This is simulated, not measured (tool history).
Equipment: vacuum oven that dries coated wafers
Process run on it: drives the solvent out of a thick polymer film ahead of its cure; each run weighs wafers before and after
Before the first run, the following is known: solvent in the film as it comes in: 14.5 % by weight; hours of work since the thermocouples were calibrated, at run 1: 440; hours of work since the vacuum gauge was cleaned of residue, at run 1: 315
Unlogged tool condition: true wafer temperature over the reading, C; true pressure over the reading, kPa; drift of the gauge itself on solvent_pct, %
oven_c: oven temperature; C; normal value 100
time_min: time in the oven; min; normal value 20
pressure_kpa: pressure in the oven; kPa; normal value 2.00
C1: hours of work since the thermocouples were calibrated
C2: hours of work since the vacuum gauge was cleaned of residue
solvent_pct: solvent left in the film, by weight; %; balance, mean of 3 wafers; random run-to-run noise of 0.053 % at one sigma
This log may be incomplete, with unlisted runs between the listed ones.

run 1 hour=0.0 | oven_c=100 time_min=20 pressure_kpa=2.00 | C1=440 C2=315 | solvent_pct=1.64
run 2 hour=8.1 | oven_c=100 time_min=20 pressure_kpa=2.00 | C1=445 C2=320 | solvent_pct=1.61
run 3 hour=20.5 | oven_c=100 time_min=16 pressure_kpa=2.00 | C1=453 C2=328 | solvent_pct=2.05
run 4 hour=32.8 | oven_c=100 time_min=20 pressure_kpa=2.00 | C1=461 C2=336 | solvent_pct=1.65
run 5 hour=39.5 | oven_c=100 time_min=20 pressure_kpa=2.00 | C1=466 C2=341 | solvent_pct=1.63
run 6 hour=52.1 | oven_c=100 time_min=20 pressure_kpa=2.00 | C1=474 C2=349 | solvent_pct=1.59
run 7 hour=61.7 | oven_c=112 time_min=27 pressure_kpa=2.92 | C1=481 C2=356 | solvent_pct=1.06
run 8 hour=68.1 | oven_c=112 time_min=27 pressure_kpa=2.92 | C1=485 C2=360 | solvent_pct=0.98
run 9 hour=74.4 | oven_c=112 time_min=27 pressure_kpa=2.92 | C1=489 C2=364 | solvent_pct=0.92

Estimate the outcome of run 10 from the log above:
run 10 hour=81.4 | oven_c=109 time_min=25 pressure_kpa=6.89 | C1=494 C2=369 | solvent_pct=?

solvent_pct: 2.60 %
Without the tool's hidden state the same run would have given solvent_pct 2.59 %.
